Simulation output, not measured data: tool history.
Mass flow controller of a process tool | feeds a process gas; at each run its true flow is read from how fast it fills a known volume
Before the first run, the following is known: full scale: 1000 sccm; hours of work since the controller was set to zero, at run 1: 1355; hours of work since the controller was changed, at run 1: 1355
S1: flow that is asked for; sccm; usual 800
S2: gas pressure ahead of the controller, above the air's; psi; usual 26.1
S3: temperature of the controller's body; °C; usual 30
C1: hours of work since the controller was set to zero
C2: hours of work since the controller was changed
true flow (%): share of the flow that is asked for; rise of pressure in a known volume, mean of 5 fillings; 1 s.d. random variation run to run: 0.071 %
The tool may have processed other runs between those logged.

{"run": 1, "day": 0.0, "S1": 800, "S2": 26.1, "S3": 30, "C1": 1355, "C2": 1355, "true flow (%)": 100.08}
{"run": 2, "day": 1.6, "S1": 833, "S2": 26.1, "S3": 30, "C1": 1371, "C2": 1371, "true flow (%)": 100.2}
{"run": 3, "day": 4.838, "S1": 833, "S2": 26.1, "S3": 30, "C1": 1403, "C2": 1403, "true flow (%)": 100.26}
{"run": 4, "day": 8.517, "S1": 800, "S2": 26.1, "S3": 30, "C1": 1440, "C2": 1440, "true flow (%)": 100.21}
{"run": 5, "day": 10.175, "S1": 800, "S2": 26.1, "S3": 30, "C1": 1456, "C2": 1456, "true flow (%)": 100.1}
{"run": 6, "day": 11.788, "S1": 800, "S2": 26.1, "S3": 30, "C1": 1472, "C2": 1472, "true flow (%)": 100.03}
{"run": 7, "day": 15.133, "S1": 800, "S2": 26.1, "S3": 30, "C1": 1506, "C2": 1506, "true flow (%)": 99.98}
{"run": 8, "day": 17.333, "S1": 800, "S2": 26.1, "S3": 30, "C1": 1528, "C2": 1528, "true flow (%)": 100.01}
{"run": 9, "day": 18.958, "S1": 800, "S2": 26.1, "S3": 30, "C1": 1544, "C2": 1544, "true flow (%)": 100.03}
{"run": 10, "day": 21.312, "S1": 800, "S2": 26.1, "S3": 38, "C1": 1568, "C2": 1568, "true flow (%)": 100.81}
{"run": 11, "day": 22.892, "S1": 800, "S2": 26.1, "S3": 30, "C1": 1583, "C2": 1583, "true flow (%)": 99.95}
{"run": 12, "day": 25.379, "S1": 800, "S2": 26.1, "S3": 30, "C1": 1608, "C2": 1608, "true flow (%)": 99.92}
{"run": 13, "day": 27.567, "S1": 800, "S2": 26.1, "S3": 30, "C1": 1630, "C2": 1630, "true flow (%)": 99.84}
{"run": 14, "day": 29.425, "S1": 800, "S2": 26.1, "S3": 30, "C1": 1649, "C2": 1649, "true flow (%)": 99.86}
{"run": 15, "day": 32.546, "S1": 800, "S2": 26.1, "S3": 28, "C1": 1680, "C2": 1680, "true flow (%)": 99.53}
{"run": 16, "day": 34.521, "S1": 800, "S2": 26.1, "S3": 30, "C1": 1699, "C2": 1699, "true flow (%)": 99.9}
{"run": 17, "day": 36.429, "S1": 800, "S2": 26.1, "S3": 30, "C1": 1718, "C2": 1718, "true flow (%)": 99.87}
{"run": 18, "day": 39.121, "S1": 800, "S2": 26.1, "S3": 30, "C1": 1745, "C2": 1745, "true flow (%)": 99.89}
{"run": 19, "day": 41.346, "S1": 800, "S2": 26.1, "S3": 30, "C1": 1768, "C2": 1768, "true flow (%)": 99.68}
{"run": 20, "day": 43.442, "S1": 800, "S2": 26.1, "S3": 30, "C1": 1788, "C2": 1788, "true flow (%)": 99.66}
{"run": 21, "day": 46.671, "S1": 800, "S2": 26.1, "S3": 30, "C1": 1821, "C2": 1821, "true flow (%)": 99.66}
{"run": 22, "day": 48.321, "S1": 800, "S2": 26.1, "S3": 30, "C1": 1837, "C2": 1837, "true flow (%)": 99.81}
{"run": 23, "day": 51.296, "S1": 104, "S2": 32.6, "S3": 30, "C1": 1867, "C2": 1867, "true flow (%)": 98.86}
{"run": 24, "day": 54.704, "S1": 572, "S2": 34.4, "S3": 29, "C1": 1901, "C2": 1901, "true flow (%)": 99.54}
{"run": 25, "day": 57.708, "S1": 572, "S2": 34.4, "S3": 29, "C1": 1931, "C2": 1931, "true flow (%)": 99.49}
{"run": 26, "day": 59.358, "S1": 572, "S2": 34.4, "S3": 29, "C1": 1947, "C2": 1947, "true flow (%)": 99.45}
{"run": 27, "day": 63.108, "S1": 572, "S2": 34.4, "S3": 29, "C1": 1985, "C2": 1985, "true flow (%)": 99.36}
{"run": 28, "day": 64.871, "S1": 170, "S2": 27.7, "S3": 36, "C1": 2002, "C2": 2002, "true flow (%)": 99.25}
{"run": 29, "day": 67.696, "S1": 170, "S2": 27.7, "S3": 36, "C1": 2031, "C2": 2031, "true flow (%)": 99.43}
{"run": 30, "day": 70.092, "S1": 170, "S2": 27.7, "S3": 36, "C1": 2054, "C2": 2054, "true flow (%)": 99.29}
{"run": 31, "day": 71.842, "S1": 129, "S2": 20.6, "S3": 26, "C1": 2072, "C2": 2072, "true flow (%)": 98.08}
{"run": 32, "day": 73.462, "S1": 129, "S2": 20.6, "S3": 26, "C1": 2088, "C2": 2088, "true flow (%)": 98.26}
{"run": 33, "day": 76.654, "S1": 656, "S2": 38.7, "S3": 40, "C1": 2120, "C2": 2120, "true flow (%)": 100.42}
{"run": 34, "day": 78.533, "S1": 656, "S2": 38.7, "S3": 40, "C1": 2139, "C2": 2139, "true flow (%)": 100.55}
{"run": 35, "day": 80.792, "S1": 953, "S2": 26.1, "S3": 40, "C1": 2161, "C2": 2161, "true flow (%)": 100.61}
{"run": 36, "day": 83.85, "S1": 800, "S2": 27.4, "S3": 30, "C1": 2192, "C2": 2192, "true flow (%)": 99.4}
{"run": 37, "day": 86.629, "S1": 800, "S2": 26.1, "S3": 25, "C1": 2220, "C2": 2220, "true flow (%)": 98.8}
{"run": 38, "day": 90.079, "S1": 800, "S2": 27.8, "S3": 23, "C1": 2254, "C2": 2254, "true flow (%)": 98.66}
{"run": 39, "day": 92.758, "S1": 954, "S2": 27.8, "S3": 23, "C1": 2281, "C2": 2281, "true flow (%)": 98.7}
{"run": 40, "day": 95.408, "S1": 409, "S2": 27.8, "S3": 23, "C1": 2307, "C2": 2307, "true flow (%)": 98.0}
{"run": 41, "day": 98.404, "S1": 409, "S2": 27.8, "S3": 23, "C1": 2337, "C2": 2337, "true flow (%)": 97.93}

The next listed run, before its measurement:
{"day": 100.654, "done": "gauge calibrated"}
{"run": 42, "day": 101.662, "S1": 800, "S2": 33.6, "S3": 29, "C1": 2370, "C2": 2370, "true flow (%)": "?"}

true flow (%): 100.26
Take away the tool's hidden state, keep the run-to-run variation as it was, and the same run would have given true flow (%) 100.27.

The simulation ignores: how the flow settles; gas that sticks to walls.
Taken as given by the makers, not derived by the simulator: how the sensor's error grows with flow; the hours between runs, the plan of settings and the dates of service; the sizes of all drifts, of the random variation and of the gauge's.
